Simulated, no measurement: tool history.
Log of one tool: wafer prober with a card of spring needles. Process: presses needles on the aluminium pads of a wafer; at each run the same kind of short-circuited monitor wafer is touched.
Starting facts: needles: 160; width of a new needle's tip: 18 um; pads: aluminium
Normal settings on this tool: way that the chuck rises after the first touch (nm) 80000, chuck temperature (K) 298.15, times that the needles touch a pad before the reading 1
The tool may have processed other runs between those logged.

run	hour	way that the chuck rises after the first touch (nm)	chuck temperature (K)	times that the needles touch a pad before the reading	resistance of one needle with its contact and lead (mohm)	way that a needle slides on the pad (nm)
1	0	80000	298.15	1	136	15680
# hour 7.4: tips cleaned on abrasive film
2	7.4	80000	298.15	1	135	15690
3	17.1	80000	298.15	1	135	15680
4	24.4	80000	298.15	2	133	15690
5	30.3	80000	298.15	2	134	15690
# hour 38.1: tips cleaned on abrasive film
6	44.5	80000	298.15	2	132	15670
7	52.7	70000	375.15	2	147	13710
8	65	67000	393.15	2	153	13120
# hour 69.2: tips cleaned on abrasive film
9	71	67000	393.15	2	155	13120

Predict the results of run 10:
10	78.4	76000	393.15	1	?	?

{"run 10": {"resistance of one needle with its contact and lead (mohm)": 149, "way that a needle slides on the pad (nm)": 14880}}
If the tool had no hidden condition, the same run with the same run-to-run variation would have returned resistance of one needle with its contact and lead (mohm) 149, way that a needle slides on the pad (nm) 14900.

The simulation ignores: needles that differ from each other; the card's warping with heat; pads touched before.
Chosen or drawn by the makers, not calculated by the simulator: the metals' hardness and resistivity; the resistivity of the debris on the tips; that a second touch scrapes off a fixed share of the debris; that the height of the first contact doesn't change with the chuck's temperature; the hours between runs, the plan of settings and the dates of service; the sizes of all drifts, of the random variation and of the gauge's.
